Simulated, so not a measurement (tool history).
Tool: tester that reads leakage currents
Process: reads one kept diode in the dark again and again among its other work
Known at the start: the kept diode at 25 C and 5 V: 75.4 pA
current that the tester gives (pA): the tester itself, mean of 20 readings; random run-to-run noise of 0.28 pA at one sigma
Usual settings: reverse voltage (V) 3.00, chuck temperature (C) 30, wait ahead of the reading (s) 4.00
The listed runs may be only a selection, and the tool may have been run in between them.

run    hour  reverse voltage (V)  chuck temperature (C)  wait ahead of the reading (s)  current that the tester gives (pA)
  1     0.0                 3.00                     30                           4.00                              108.57
       64.6  -- probe card cleaned and baked
  2   198.5                 3.00                     30                           4.00                              106.20
  3   315.7                 3.00                     30                           4.00                              106.72
  4   422.6                 3.00                     30                           4.00                              108.15
  5   540.0                 3.00                     30                           4.00                              108.77
  6   735.8                 3.00                     30                           4.00                              109.64
  7   890.2                 3.00                     30                           4.00                              110.38
  8  1050.7                 3.00                     30                           4.00                              111.14
  9  1233.2                 3.00                     30                           4.00                              112.63
 10  1379.4                 3.00                     20                           4.00                               46.27
 11  1584.5                 3.00                     20                           4.00                               46.83
 12  1701.8                 3.00                     51                           4.00                              641.21
     1855.5  -- chuck's temperature calibrated
 13  1884.7                 3.00                     51                           4.00                              528.50
 14  2060.4                 3.00                     30                           4.00                               93.98
 15  2237.7                 3.00                     30                           4.00                               95.26
 16  2366.0                 3.00                     21                           4.00                               42.85
 17  2468.2                 3.00                     21                           4.00                               42.81
 18  2612.6                 3.00                     21                           4.00                               43.54
 19  2763.6                 3.00                     30                           4.00                               98.05
 20  2917.6                 3.00                     30                           4.00                               98.54
 21  3007.0                 3.00                     30                           4.00                               98.77
 22  3098.1                 8.01                     30                           5.45                              162.18
 23  3256.9                 3.00                     39                           3.62                              215.20
 24  3443.2                 5.99                     46                           3.62                              540.07
 25  3597.3                 3.07                     29                           9.75                               94.56
 26  3695.7                 3.07                     29                           9.75                               94.64
 27  3797.3                 1.61                     42                           0.41                              207.53
 28  3929.9                 1.69                     30                           5.43                               77.79
 29  4090.5                 8.86                     30                           0.32                              185.17
 30  4195.1                 6.62                     57                           0.32                             1358.96
 31  4311.1                 3.07                     57                           1.27                              940.71
 32  4426.3                 5.95                     30                           4.00                              150.14
 33  4563.2                 2.31                     30                           6.62                               93.97
 34  4680.7                13.63                     30                           1.78                              233.01
 35  4776.1                13.63                     30                           1.78                              235.07
 36  4874.2                17.74                     35                           1.03                              409.99
 37  5005.9                 6.78                     35                           3.20                              252.60
     5100.0  -- tester calibrated
 38  5134.6                 6.78                     35                           3.20                              252.45
 39  5322.1                 3.00                     40                           4.00                              256.46
 40  5509.6                10.71                     25                           3.82                              140.27

Below, some changes in current that the tester gives (pA) between adjacent runs. For each, the amount present without the hidden state too (settings, incoming material, random variation) and the amount remaining for the hidden state with gauge scatter not shared by both compared results:
What the log doesn't record here: stray current of the dirty probe card, pA a volt; current scale over the true one, %; true chuck temperature over the reading, C; drift of the gauge itself on leakage_pa, %.
Run 11 -> 12: chuck temperature (C) 20 -> 51. current that the tester gives (pA) +594.38: hidden state +100.93, all else +493.45.
Run 12 -> 13: chuck's temperature calibrated. current that the tester gives (pA) -112.71: hidden state -108.75, all else -3.96.
Run 29 -> 30: reverse voltage (V) 8.86 -> 6.62, chuck temperature (C) 30 -> 57. current that the tester gives (pA) +1173.79: hidden state +103.22, all else +1070.57.
Run 31 -> 32: reverse voltage (V) 3.07 -> 5.95, chuck temperature (C) 57 -> 30, wait ahead of the reading (s) 1.27 -> 4.00. current that the tester gives (pA) -790.57: hidden state -69.96, all else -720.61.
